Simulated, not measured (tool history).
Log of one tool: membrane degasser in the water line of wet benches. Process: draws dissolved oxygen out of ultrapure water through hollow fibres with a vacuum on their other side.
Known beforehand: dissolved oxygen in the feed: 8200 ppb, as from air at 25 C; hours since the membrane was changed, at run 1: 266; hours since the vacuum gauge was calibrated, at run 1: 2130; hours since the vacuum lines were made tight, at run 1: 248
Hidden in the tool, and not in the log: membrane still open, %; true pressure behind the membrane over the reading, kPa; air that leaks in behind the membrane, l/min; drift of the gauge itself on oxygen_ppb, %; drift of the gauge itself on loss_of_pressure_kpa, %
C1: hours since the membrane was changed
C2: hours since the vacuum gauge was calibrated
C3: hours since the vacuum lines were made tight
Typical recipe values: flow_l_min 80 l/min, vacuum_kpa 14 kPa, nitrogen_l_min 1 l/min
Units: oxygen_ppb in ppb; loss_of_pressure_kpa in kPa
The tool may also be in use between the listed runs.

run 1 hour=0 | flow_l_min=80 vacuum_kpa=14 nitrogen_l_min=1 | C1=266 C2=2130 C3=248 | oxygen_ppb=1295.9 loss_of_pressure_kpa=56.65
run 2 hour=26.8 | flow_l_min=80 vacuum_kpa=10 nitrogen_l_min=1 | C1=293 C2=2157 C3=275 | oxygen_ppb=856.9 loss_of_pressure_kpa=56.31
run 3 hour=59.4 | flow_l_min=80 vacuum_kpa=14 nitrogen_l_min=1 | C1=326 C2=2190 C3=308 | oxygen_ppb=1295.5 loss_of_pressure_kpa=56.75
run 4 hour=114.7 | flow_l_min=80 vacuum_kpa=18.4 nitrogen_l_min=1 | C1=381 C2=2245 C3=363 | oxygen_ppb=1735.1 loss_of_pressure_kpa=56.81
run 5 hour=145.9 | flow_l_min=80 vacuum_kpa=14 nitrogen_l_min=1 | C1=412 C2=2276 C3=394 | oxygen_ppb=1296 loss_of_pressure_kpa=56.67
run 6 hour=188.8 | flow_l_min=80 vacuum_kpa=14 nitrogen_l_min=1 | C1=455 C2=2319 C3=437 | oxygen_ppb=1295.7 loss_of_pressure_kpa=56.45
run 7 hour=224.4 | flow_l_min=80 vacuum_kpa=14 nitrogen_l_min=1 | C1=491 C2=2355 C3=473 | oxygen_ppb=1294.4 loss_of_pressure_kpa=56.75
run 8 hour=262.5 | flow_l_min=80 vacuum_kpa=14 nitrogen_l_min=1 | C1=529 C2=2393 C3=511 | oxygen_ppb=1294.8 loss_of_pressure_kpa=56.43
run 9 hour=319.9 | flow_l_min=80 vacuum_kpa=14 nitrogen_l_min=1 | C1=586 C2=2450 C3=568 | oxygen_ppb=1296 loss_of_pressure_kpa=56.41
run 10 hour=369.6 | flow_l_min=80 vacuum_kpa=14 nitrogen_l_min=1 | C1=636 C2=2500 C3=618 | oxygen_ppb=1296.3 loss_of_pressure_kpa=56.4
run 11 hour=424.5 | flow_l_min=75 vacuum_kpa=21.7 nitrogen_l_min=1.5 | C1=691 C2=2555 C3=673 | oxygen_ppb=1516.3 loss_of_pressure_kpa=52.84
run 12 hour=469.1 | flow_l_min=80 vacuum_kpa=31.8 nitrogen_l_min=0.96 | C1=735 C2=2599 C3=717 | oxygen_ppb=2897.2 loss_of_pressure_kpa=56.21
run 13 hour=506.7 | flow_l_min=80 vacuum_kpa=31.8 nitrogen_l_min=0.96 | C1=773 C2=2637 C3=755 | oxygen_ppb=2897.7 loss_of_pressure_kpa=56.45
run 14 hour=552.2 | flow_l_min=80 vacuum_kpa=31.8 nitrogen_l_min=1.14 | C1=818 C2=2682 C3=800 | oxygen_ppb=2638.5 loss_of_pressure_kpa=56.58
run 15 hour=588.6 | flow_l_min=80 vacuum_kpa=31.8 nitrogen_l_min=1.14 | C1=855 C2=2719 C3=837 | oxygen_ppb=2639.5 loss_of_pressure_kpa=56.61
run 16 hour=612.1 | flow_l_min=80 vacuum_kpa=31.8 nitrogen_l_min=2.29 | C1=878 C2=2742 C3=860 | oxygen_ppb=1704.2 loss_of_pressure_kpa=56.95
run 17 hour=661.8 | flow_l_min=80 vacuum_kpa=31.8 nitrogen_l_min=2.29 | C1=928 C2=2792 C3=910 | oxygen_ppb=1705.1 loss_of_pressure_kpa=56.68
run 18 hour=693.9 | flow_l_min=80 vacuum_kpa=31.8 nitrogen_l_min=2.29 | C1=960 C2=2824 C3=942 | oxygen_ppb=1703.8 loss_of_pressure_kpa=56.51
run 19 hour=744.4 | flow_l_min=124 vacuum_kpa=10.7 nitrogen_l_min=0.57 | C1=1011 C2=2875 C3=993 | oxygen_ppb=1614.8 loss_of_pressure_kpa=87.25

Consider 3 possible next runs. They are alternatives, not a sequence: every one starts from the tool as it was left by run 19. What does each give?
run A hour=793.2 | flow_l_min=86 vacuum_kpa=18.7 nitrogen_l_min=0.53 | C1=1059 C2=2923 C3=1041 | oxygen_ppb=? loss_of_pressure_kpa=?
run B hour=793.2 | flow_l_min=124 vacuum_kpa=34.3 nitrogen_l_min=0.57 | C1=1059 C2=2923 C3=1041 | oxygen_ppb=? loss_of_pressure_kpa=?
run C hour=793.2 | flow_l_min=50 vacuum_kpa=10.7 nitrogen_l_min=0.43 | C1=1059 C2=2923 C3=1041 | oxygen_ppb=? loss_of_pressure_kpa=?

run=A oxygen_ppb=2562.8 loss_of_pressure_kpa=60.67
run=B oxygen_ppb=4641.5 loss_of_pressure_kpa=88.29
run=C oxygen_ppb=1160.5 loss_of_pressure_kpa=35.03
The same runs, with their run-to-run variation unchanged, on a tool lacking any hidden condition would have given:
run=A oxygen_ppb=2557.1 loss_of_pressure_kpa=60.52
run=B oxygen_ppb=4639 loss_of_pressure_kpa=88.08
run=C oxygen_ppb=1153.3 loss_of_pressure_kpa=34.94
